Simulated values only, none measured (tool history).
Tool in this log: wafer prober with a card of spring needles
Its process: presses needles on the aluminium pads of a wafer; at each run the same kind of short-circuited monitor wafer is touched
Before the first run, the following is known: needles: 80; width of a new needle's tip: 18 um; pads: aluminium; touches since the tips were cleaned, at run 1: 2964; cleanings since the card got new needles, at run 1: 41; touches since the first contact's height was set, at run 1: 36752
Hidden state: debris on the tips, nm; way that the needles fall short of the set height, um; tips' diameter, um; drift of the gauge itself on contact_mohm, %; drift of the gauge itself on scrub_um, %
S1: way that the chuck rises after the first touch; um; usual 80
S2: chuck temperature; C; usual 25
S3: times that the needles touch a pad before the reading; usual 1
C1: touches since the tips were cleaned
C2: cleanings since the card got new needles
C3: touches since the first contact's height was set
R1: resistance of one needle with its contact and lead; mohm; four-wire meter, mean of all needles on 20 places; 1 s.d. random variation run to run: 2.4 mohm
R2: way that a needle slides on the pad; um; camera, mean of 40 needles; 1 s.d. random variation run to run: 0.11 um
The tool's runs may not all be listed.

Run 1, hour 0.0: usual settings; C1 2964; C2 41; C3 36752. Result: R1 325 mohm, R2 20.09 um.
At hour 4.6: tips cleaned on abrasive film.
At hour 13.8: tips cleaned on abrasive film.
At hour 25.2: tips cleaned on abrasive film.
At hour 36.6: tips cleaned on abrasive film.
At hour 48.1: tips cleaned on abrasive film.
Run 2, hour 56.8: usual settings; C1 4990; C2 46; C3 69032. Result: R1 343 mohm, R2 20.04 um.
At hour 59.1: tips cleaned on abrasive film.
At hour 70.5: tips cleaned on abrasive film.
At hour 82.0: tips cleaned on abrasive film.
At hour 93.4: tips cleaned on abrasive film.
At hour 104.8: tips cleaned on abrasive film.
Run 3, hour 113.7: usual settings but S1 89 um; C1 5102; C2 51; C3 101424. Result: R1 333 mohm, R2 22.23 um.
At hour 116.1: tips cleaned on abrasive film.
At hour 127.5: tips cleaned on abrasive film.
At hour 138.9: tips cleaned on abrasive film.
At hour 148.1: tips cleaned on abrasive film.
Run 4, hour 149.2: usual settings but S1 89 um; C1 613; C2 55; C3 121531. Result: R1 291 mohm, R2 22.09 um.
At hour 158.3: tips cleaned on abrasive film.
At hour 169.7: tips cleaned on abrasive film.
At hour 181.2: tips cleaned on abrasive film.
At hour 192.6: tips cleaned on abrasive film.
At hour 201.7: tips cleaned on abrasive film.
Run 5, hour 204.5: usual settings but S1 89 um; C1 1570; C2 60; C3 152991. Result: R1 299 mohm, R2 21.80 um.
At hour 211.4: tips cleaned on abrasive film.
At hour 220.5: tips cleaned on abrasive film.
At hour 231.5: tips cleaned on abrasive film.
Run 6, hour 231.5: usual settings but S1 69 um; C1 0; C2 63; C3 168330. Result: R1 278 mohm, R2 16.82 um.
At hour 242.9: tips cleaned on abrasive film.
At hour 254.4: tips cleaned on abrasive film.
At hour 265.8: tips cleaned on abrasive film.
At hour 277.2: tips cleaned on abrasive film.
Run 7, hour 285.3: usual settings but S1 69 um; C1 4655; C2 67; C3 198975. Result: R1 376 mohm, R2 16.85 um.
At hour 287.7: tips cleaned on abrasive film.
At hour 299.1: tips cleaned on abrasive film.
At hour 310.5: tips cleaned on abrasive film.
At hour 322.0: tips cleaned on abrasive film.
At hour 329.1: height of the first contact set anew.
Run 8, hour 330.0: usual settings but S1 69 um; C1 4439; C2 71; C3 540. Result: R1 376 mohm, R2 17.33 um.
At hour 332.4: tips cleaned on abrasive film.
At hour 343.8: tips cleaned on abrasive film.
At hour 355.2: tips cleaned on abrasive film.
At hour 364.4: tips cleaned on abrasive film.
Run 9, hour 367.7: usual settings but S1 69 um; C1 1936; C2 75; C3 21971. Result: R1 332 mohm, R2 17.27 um.
At hour 374.6: tips cleaned on abrasive film.
At hour 386.1: tips cleaned on abrasive film.
At hour 397.5: tips cleaned on abrasive film.
Run 10, hour 400.4: usual settings but S1 69 um; C1 1687; C2 78; C3 40553. Result: R1 336 mohm, R2 17.09 um.
At hour 407.3: tips cleaned on abrasive film.
At hour 418.8: tips cleaned on abrasive film.
At hour 430.2: tips cleaned on abrasive film.
Run 11, hour 430.3: usual settings; C1 51; C2 81; C3 57497. Result: R1 279 mohm, R2 20.10 um.
At hour 439.4: tips cleaned on abrasive film.
At hour 450.8: tips cleaned on abrasive film.
At hour 462.3: tips cleaned on abrasive film.
At hour 473.7: tips cleaned on abrasive film.
Run 12, hour 479.8: usual settings; C1 3504; C2 85; C3 85687. Result: R1 336 mohm, R2 19.98 um.
At hour 484.4: tips cleaned on abrasive film.
At hour 495.8: tips cleaned on abrasive film.
At hour 507.3: tips cleaned on abrasive film.
At hour 518.7: tips cleaned on abrasive film.
At hour 527.9: tips cleaned on abrasive film.
Run 13, hour 528.4: usual settings; C1 336; C2 90; C3 113314. Result: R1 289 mohm, R2 19.93 um.
At hour 537.6: tips cleaned on abrasive film.
At hour 549.0: tips cleaned on abrasive film.
At hour 560.4: tips cleaned on abrasive film.
At hour 571.9: tips cleaned on abrasive film.
At hour 581.6: tips cleaned on abrasive film.
Run 14, hour 581.6: usual settings but S1 75 um, S3 3; C1 0; C2 95; C3 143504. Result: R1 276 mohm, R2 18.58 um.
At hour 593.0: tips cleaned on abrasive film.
At hour 602.1: tips cleaned on abrasive film.
Run 15, hour 610.7: usual settings but S1 75 um, S3 3; C1 4889; C2 97; C3 160087. Result: R1 305 mohm, R2 18.31 um.
At hour 613.0: tips cleaned on abrasive film.
At hour 624.4: tips cleaned on abrasive film.
At hour 635.9: tips cleaned on abrasive film.
Run 16, hour 642.8: usual settings but S1 62 um, S2 42 C, S3 2; C1 3981; C2 100; C3 178364. Result: R1 361 mohm, R2 15.02 um.
At hour 645.2: tips cleaned on abrasive film.
At hour 656.6: tips cleaned on abrasive film.
At hour 668.0: tips cleaned on abrasive film.
At hour 679.5: tips cleaned on abrasive film.
Run 17, hour 680.7: usual settings but S1 62 um, S2 31 C, S3 2; C1 689; C2 104; C3 199848. Result: R1 305 mohm, R2 14.96 um.
At hour 689.8: tips cleaned on abrasive film.
At hour 701.2: tips cleaned on abrasive film.
At hour 712.7: tips cleaned on abrasive film.
Run 18, hour 715.8: usual settings but S1 62 um, S2 31 C, S3 2; C1 1798; C2 107; C3 219839. Result: R1 337 mohm, R2 14.89 um.
At hour 722.7: tips cleaned on abrasive film.
At hour 723.0: height of the first contact set anew.
At hour 734.4: tips cleaned on abrasive film.
At hour 745.8: tips cleaned on abrasive film.
At hour 755.0: tips cleaned on abrasive film.
At hour 766.4: tips cleaned on abrasive film.
Run 19, hour 771.4: usual settings but S1 62 um, S2 28 C; C1 2848; C2 112; C3 27539. Result: R1 386 mohm, R2 15.55 um.
At hour 776.0: tips cleaned on abrasive film.
At hour 787.4: tips cleaned on abrasive film.
At hour 797.0: tips cleaned on abrasive film.
Run 20, hour 797.0: usual settings; C1 0; C2 115; C3 42092. Result: R1 286 mohm, R2 20.11 um.
At hour 808.5: tips cleaned on abrasive film.
At hour 819.9: tips cleaned on abrasive film.
At hour 831.3: tips cleaned on abrasive film.
At hour 842.7: tips cleaned on abrasive film.
Run 21, hour 850.9: usual settings but S1 82 um, S2 30 C; C1 4668; C2 119; C3 72749. Result: R1 358 mohm, R2 20.46 um.
At hour 853.2: tips cleaned on abrasive film.
At hour 864.7: tips cleaned on abrasive film.
At hour 873.8: tips cleaned on abrasive film.
Run 22, hour 878.9: usual settings but S2 42 C, S3 2; C1 2915; C2 122; C3 88661. Result: R1 318 mohm, R2 19.86 um.
At hour 883.5: tips cleaned on abrasive film.
At hour 895.0: tips cleaned on abrasive film.
At hour 906.4: tips cleaned on abrasive film.
At hour 917.8: tips cleaned on abrasive film.
Run 23, hour 924.1: usual settings but S2 42 C, S3 2; C1 3587; C2 126; C3 114341. Result: R1 330 mohm, R2 20.00 um.
At hour 928.7: tips cleaned on abrasive film.
At hour 937.9: tips cleaned on abrasive film.
At hour 949.3: tips cleaned on abrasive film.
Run 24, hour 952.1: usual settings but S2 42 C, S3 2; C1 1633; C2 129; C3 130269. Result: R1 309 mohm, R2 19.73 um.
At hour 959.0: tips cleaned on abrasive film.
At hour 970.4: tips cleaned on abrasive film.
At hour 981.9: tips cleaned on abrasive film.
At hour 993.3: tips cleaned on abrasive film.
At hour 1004.7: tips cleaned on abrasive film.
Run 25, hour 1007.8: usual settings but S1 95 um, S2 81 C, S3 2; C1 1766; C2 134; C3 161923. Result: R1 314 mohm, R2 23.39 um.

Entry by entry between the runs, the difference in hidden state between the last listed run before and the first listed run after:
Runs 1 to 2: tips cleaned on abrasive film (hour 4.6); tips cleaned on abrasive film (hour 13.8); tips cleaned on abrasive film (hour 25.2); tips cleaned on abrasive film (hour 36.6); tips cleaned on abrasive film (hour 48.1)
  debris on the tips, nm: 53 -> 71.2; way that the needles fall short of the set height, um: 0.52 -> 0.9; tips' diameter, um: 19.15 -> 19.29
  measured less the result without the state, R1: +55 -> +75 mohm; R2: -0.13 -> -0.23 um
Runs 2 to 3: tips cleaned on abrasive film (hour 59.1); tips cleaned on abrasive film (hour 70.5); tips cleaned on abrasive film (hour 82.0); tips cleaned on abrasive film (hour 93.4); tips cleaned on abrasive film (hour 104.8)
  debris on the tips, nm: 71.2 -> 74.8; way that the needles fall short of the set height, um: 0.9 -> 1.24; tips' diameter, um: 19.29 -> 19.41
  measured less the result without the state, R1: +75 -> +67 mohm; R2: -0.23 -> -0.31 um
Runs 3 to 4: tips cleaned on abrasive film (hour 116.1); tips cleaned on abrasive film (hour 127.5); tips cleaned on abrasive film (hour 138.9); tips cleaned on abrasive film (hour 148.1)
  debris on the tips, nm: 74.8 -> 22; way that the needles fall short of the set height, um: 1.24 -> 1.62; tips' diameter, um: 19.41 -> 19.54
  measured less the result without the state, R1: +67 -> +21 mohm; R2: -0.31 -> -0.41 um
Runs 4 to 5: tips cleaned on abrasive film (hour 158.3); tips cleaned on abrasive film (hour 169.7); tips cleaned on abrasive film (hour 181.2); tips cleaned on abrasive film (hour 192.6); tips cleaned on abrasive film (hour 201.7)
  debris on the tips, nm: 22 -> 29.6; way that the needles fall short of the set height, um: 1.62 -> 2.03; tips' diameter, um: 19.54 -> 19.68
  measured less the result without the state, R1: +21 -> +29 mohm; R2: -0.41 -> -0.51 um
Runs 5 to 6: tips cleaned on abrasive film (hour 211.4); tips cleaned on abrasive film (hour 220.5); tips cleaned on abrasive film (hour 231.5)
  debris on the tips, nm: 29.6 -> 7.2; way that the needles fall short of the set height, um: 2.03 -> 2.28; tips' diameter, um: 19.68 -> 19.77
  measured less the result without the state, R1: +29 -> +12 mohm; R2: -0.51 -> -0.57 um
Runs 6 to 7: tips cleaned on abrasive film (hour 242.9); tips cleaned on abrasive film (hour 254.4); tips cleaned on abrasive film (hour 265.8); tips cleaned on abrasive film (hour 277.2)
  debris on the tips, nm: 7.2 -> 68.9; way that the needles fall short of the set height, um: 2.28 -> 2.56; tips' diameter, um: 19.77 -> 19.87
  measured less the result without the state, R1: +12 -> +106 mohm; R2: -0.57 -> -0.65 um
Runs 7 to 8: tips cleaned on abrasive film (hour 287.7); tips cleaned on abrasive film (hour 299.1); tips cleaned on abrasive film (hour 310.5); tips cleaned on abrasive film (hour 322.0); height of the first contact set anew (hour 329.1)
  debris on the tips, nm: 68.9 -> 68.8; way that the needles fall short of the set height, um: 2.56 -> 0; tips' diameter, um: 19.87 -> 19.98
  measured less the result without the state, R1: +106 -> +100 mohm; R2: -0.65 -> +0.00 um
Runs 8 to 9: tips cleaned on abrasive film (hour 332.4); tips cleaned on abrasive film (hour 343.8); tips cleaned on abrasive film (hour 355.2); tips cleaned on abrasive film (hour 364.4)
  debris on the tips, nm: 68.8 -> 40.1; way that the needles fall short of the set height, um: 0 -> 0.35; tips' diameter, um: 19.98 -> 20.1
  measured less the result without the state, R1: +100 -> +60 mohm; R2: +0.00 -> -0.09 um
Runs 9 to 10: tips cleaned on abrasive film (hour 374.6); tips cleaned on abrasive film (hour 386.1); tips cleaned on abrasive film (hour 397.5)
  debris on the tips, nm: 40.1 -> 42.7; way that the needles fall short of the set height, um: 0.35 -> 0.6; tips' diameter, um: 20.1 -> 20.19
  measured less the result without the state, R1: +60 -> +65 mohm; R2: -0.09 -> -0.15 um
Runs 10 to 11: tips cleaned on abrasive film (hour 407.3); tips cleaned on abrasive film (hour 418.8); tips cleaned on abrasive film (hour 430.2)
  debris on the tips, nm: 42.7 -> 8.3; way that the needles fall short of the set height, um: 0.6 -> 0.79; tips' diameter, um: 20.19 -> 20.25
  measured less the result without the state, R1: +65 -> +11 mohm; R2: -0.15 -> -0.20 um
Runs 11 to 12: tips cleaned on abrasive film (hour 439.4); tips cleaned on abrasive film (hour 450.8); tips cleaned on abrasive film (hour 462.3); tips cleaned on abrasive film (hour 473.7)
  debris on the tips, nm: 8.3 -> 60.4; way that the needles fall short of the set height, um: 0.79 -> 1.09; tips' diameter, um: 20.25 -> 20.36
  measured less the result without the state, R1: +11 -> +70 mohm; R2: -0.20 -> -0.27 um
Runs 12 to 13: tips cleaned on abrasive film (hour 484.4); tips cleaned on abrasive film (hour 495.8); tips cleaned on abrasive film (hour 507.3); tips cleaned on abrasive film (hour 518.7); tips cleaned on abrasive film (hour 527.9)
  debris on the tips, nm: 60.4 -> 15.6; way that the needles fall short of the set height, um: 1.09 -> 1.55; tips' diameter, um: 20.36 -> 20.52
  measured less the result without the state, R1: +70 -> +20 mohm; R2: -0.27 -> -0.40 um
Runs 13 to 14: tips cleaned on abrasive film (hour 537.6); tips cleaned on abrasive film (hour 549.0); tips cleaned on abrasive film (hour 560.4); tips cleaned on abrasive film (hour 571.9); tips cleaned on abrasive film (hour 581.6)
  debris on the tips, nm: 15.6 -> 6.3; way that the needles fall short of the set height, um: 1.55 -> 1.97; tips' diameter, um: 20.52 -> 20.67
  measured less the result without the state, R1: +20 -> +6 mohm; R2: -0.40 -> -0.50 um
Runs 14 to 15: tips cleaned on abrasive film (hour 593.0); tips cleaned on abrasive film (hour 602.1)
  debris on the tips, nm: 6.3 -> 67.6; way that the needles fall short of the set height, um: 1.97 -> 2.14; tips' diameter, um: 20.67 -> 20.72
  measured less the result without the state, R1: +6 -> +36 mohm; R2: -0.50 -> -0.53 um
Runs 15 to 16: tips cleaned on abrasive film (hour 613.0); tips cleaned on abrasive film (hour 624.4); tips cleaned on abrasive film (hour 635.9)
  debris on the tips, nm: 67.6 -> 67.7; way that the needles fall short of the set height, um: 2.14 -> 2.39; tips' diameter, um: 20.72 -> 20.81
  measured less the result without the state, R1: +36 -> +83 mohm; R2: -0.53 -> -0.60 um
Runs 16 to 17: tips cleaned on abrasive film (hour 645.2); tips cleaned on abrasive film (hour 656.6); tips cleaned on abrasive film (hour 668.0); tips cleaned on abrasive film (hour 679.5)
  debris on the tips, nm: 67.7 -> 19.1; way that the needles fall short of the set height, um: 2.39 -> 2.73; tips' diameter, um: 20.81 -> 20.93
  measured less the result without the state, R1: +83 -> +27 mohm; R2: -0.60 -> -0.69 um
Runs 17 to 18: tips cleaned on abrasive film (hour 689.8); tips cleaned on abrasive film (hour 701.2); tips cleaned on abrasive film (hour 712.7)
  debris on the tips, nm: 19.1 -> 40.5; way that the needles fall short of the set height, um: 2.73 -> 3; tips' diameter, um: 20.93 -> 21.03
  measured less the result without the state, R1: +27 -> +55 mohm; R2: -0.69 -> -0.76 um
Runs 18 to 19: tips cleaned on abrasive film (hour 722.7); height of the first contact set anew (hour 723.0); tips cleaned on abrasive film (hour 734.4); tips cleaned on abrasive film (hour 745.8); tips cleaned on abrasive film (hour 755.0); tips cleaned on abrasive film (hour 766.4)
  debris on the tips, nm: 40.5 -> 58.9; way that the needles fall short of the set height, um: 3 -> 0.29; tips' diameter, um: 21.03 -> 21.16
  measured less the result without the state, R1: +55 -> +115 mohm; R2: -0.76 -> -0.08 um
Runs 19 to 20: tips cleaned on abrasive film (hour 776.0); tips cleaned on abrasive film (hour 787.4); tips cleaned on abrasive film (hour 797.0)
  debris on the tips, nm: 58.9 -> 8.4; way that the needles fall short of the set height, um: 0.29 -> 0.52; tips' diameter, um: 21.16 -> 21.24
  measured less the result without the state, R1: +115 -> +13 mohm; R2: -0.08 -> -0.13 um
Runs 20 to 21: tips cleaned on abrasive film (hour 808.5); tips cleaned on abrasive film (hour 819.9); tips cleaned on abrasive film (hour 831.3); tips cleaned on abrasive film (hour 842.7)
  debris on the tips, nm: 8.4 -> 68.2; way that the needles fall short of the set height, um: 0.52 -> 0.85; tips' diameter, um: 21.24 -> 21.35
  measured less the result without the state, R1: +13 -> +84 mohm; R2: -0.13 -> -0.22 um
Runs 21 to 22: tips cleaned on abrasive film (hour 853.2); tips cleaned on abrasive film (hour 864.7); tips cleaned on abrasive film (hour 873.8)
  debris on the tips, nm: 68.2 -> 57.8; way that the needles fall short of the set height, um: 0.85 -> 1.06; tips' diameter, um: 21.35 -> 21.43
  measured less the result without the state, R1: +84 -> +45 mohm; R2: -0.22 -> -0.27 um
Runs 22 to 23: tips cleaned on abrasive film (hour 883.5); tips cleaned on abrasive film (hour 895.0); tips cleaned on abrasive film (hour 906.4); tips cleaned on abrasive film (hour 917.8)
  debris on the tips, nm: 57.8 -> 62.5; way that the needles fall short of the set height, um: 1.06 -> 1.4; tips' diameter, um: 21.43 -> 21.55
  measured less the result without the state, R1: +45 -> +50 mohm; R2: -0.27 -> -0.35 um
Runs 23 to 24: tips cleaned on abrasive film (hour 928.7); tips cleaned on abrasive film (hour 937.9); tips cleaned on abrasive film (hour 949.3)
  debris on the tips, nm: 62.5 -> 38.5; way that the needles fall short of the set height, um: 1.4 -> 1.68; tips' diameter, um: 21.55 -> 21.64
  measured less the result without the state, R1: +50 -> +33 mohm; R2: -0.35 -> -0.43 um
Runs 24 to 25: tips cleaned on abrasive film (hour 959.0); tips cleaned on abrasive film (hour 970.4); tips cleaned on abrasive film (hour 981.9); tips cleaned on abrasive film (hour 993.3); tips cleaned on abrasive film (hour 1004.7)
  debris on the tips, nm: 38.5 -> 43.4; way that the needles fall short of the set height, um: 1.68 -> 2.04; tips' diameter, um: 21.64 -> 21.77
  measured less the result without the state, R1: +33 -> +26 mohm; R2: -0.43 -> -0.52 um

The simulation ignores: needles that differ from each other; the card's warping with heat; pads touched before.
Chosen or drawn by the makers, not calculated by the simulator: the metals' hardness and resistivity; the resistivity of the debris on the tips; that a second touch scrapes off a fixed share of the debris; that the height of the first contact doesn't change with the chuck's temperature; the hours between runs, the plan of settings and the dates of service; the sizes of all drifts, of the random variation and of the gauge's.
